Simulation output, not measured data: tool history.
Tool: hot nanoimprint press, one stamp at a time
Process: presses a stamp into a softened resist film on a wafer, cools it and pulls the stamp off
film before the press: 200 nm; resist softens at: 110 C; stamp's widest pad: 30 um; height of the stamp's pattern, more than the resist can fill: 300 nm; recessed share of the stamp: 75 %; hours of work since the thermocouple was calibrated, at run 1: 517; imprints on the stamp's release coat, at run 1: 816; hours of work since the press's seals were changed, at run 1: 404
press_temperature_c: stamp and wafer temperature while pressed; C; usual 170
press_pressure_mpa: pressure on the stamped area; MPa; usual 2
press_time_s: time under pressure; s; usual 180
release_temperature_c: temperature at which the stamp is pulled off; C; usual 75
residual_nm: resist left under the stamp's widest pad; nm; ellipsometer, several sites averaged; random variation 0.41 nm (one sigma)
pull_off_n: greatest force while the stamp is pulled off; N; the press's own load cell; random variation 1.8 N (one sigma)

run,hour,press_temperature_c,press_pressure_mpa,press_time_s,release_temperature_c,hours of work since the thermocouple was calibrated,imprints on the stamp's release coat,hours of work since the press's seals were changed,residual_nm,pull_off_n
1,0,170,2,180,75,517,816,404,86.6,117
2,26,170,2,180,75,530,886,417,84.9,116
3,85.2,170,2,180,75,560,1045,447,86.9,122
4,120.6,170,2,180,75,578,1139,465,86.2,121
# hour 167.5: plate thermocouple calibrated
5,167.5,170,2,180,75,0,1257,487,80,121
6,202.4,170,2,180,75,18,1351,505,80.2,125
7,227.7,170,1.58,180,75,30,1419,517,89.4,126
8,262.6,175,2,180,75,48,1512,535,68.3,127
# hour 298.1: stamp cleaned and given a new release coat
9,325.8,175,2,90,75,77,75,564,89.4,99
10,370.2,170,2,272,75,100,193,586,69.1,99
11,402.3,170,2.2,272,75,116,279,603,65.5,105
12,449.6,170,2.2,272,75,140,406,627,66,106
13,498.4,170,2.2,272,75,164,537,651,66,109
14,553.9,170,2,180,75,193,686,680,82.5,113
# hour 611: press's hydraulic seals changed and the load cell set to zero
15,614.9,170,2,180,78,219,828,2,80.6,112
16,640.1,173,1.95,180,81,232,896,15,73.6,112
17,679.5,173,1.73,180,81,252,1001,35,77.5,114
18,711.2,175,2.14,90,81,268,1086,51,87.1,120
19,763.2,174,1.79,185,77,294,1226,77,74.4,123
20,789,174,1.79,185,77,308,1295,90,74.1,121
21,833.9,173,2.42,236,76,330,1415,113,60.4,129
22,861.8,173,2.42,236,76,344,1490,127,60.9,129
# hour 908: stamp cleaned and given a new release coat
23,917.5,182,2,180,81,370,25,152,56.5,95
24,944.9,170,2,197,70,383,99,166,79.5,108
25,972.4,170,2,197,61,397,172,180,79.6,117
26,1009.9,164,1.82,180,75,416,273,199,105.2,108
27,1067.6,164,1.82,180,76,446,428,228,105.8,106
28,1120.9,169,1.82,166,76,472,571,255,93.6,116
29,1146.2,170,2,180,73,485,639,268,84.8,116

Forecast each of these 4 alternatives for the next run:
A,1181,170,2.67,180,64,503,732,286,?,?
B,1181,161,2,192,79,503,732,286,?,?
C,1181,160,2,180,73,503,732,286,?,?
D,1181,170,2,323,81,503,732,286,?,?

run,residual_nm,pull_off_n
A,73.4,129
B,111,114
C,118.3,117
D,66.1,107
Without the tool's hidden state the same runs would have given:
run,residual_nm,pull_off_n
A,68.3,111
B,104,98
C,111.2,101
D,61.6,92
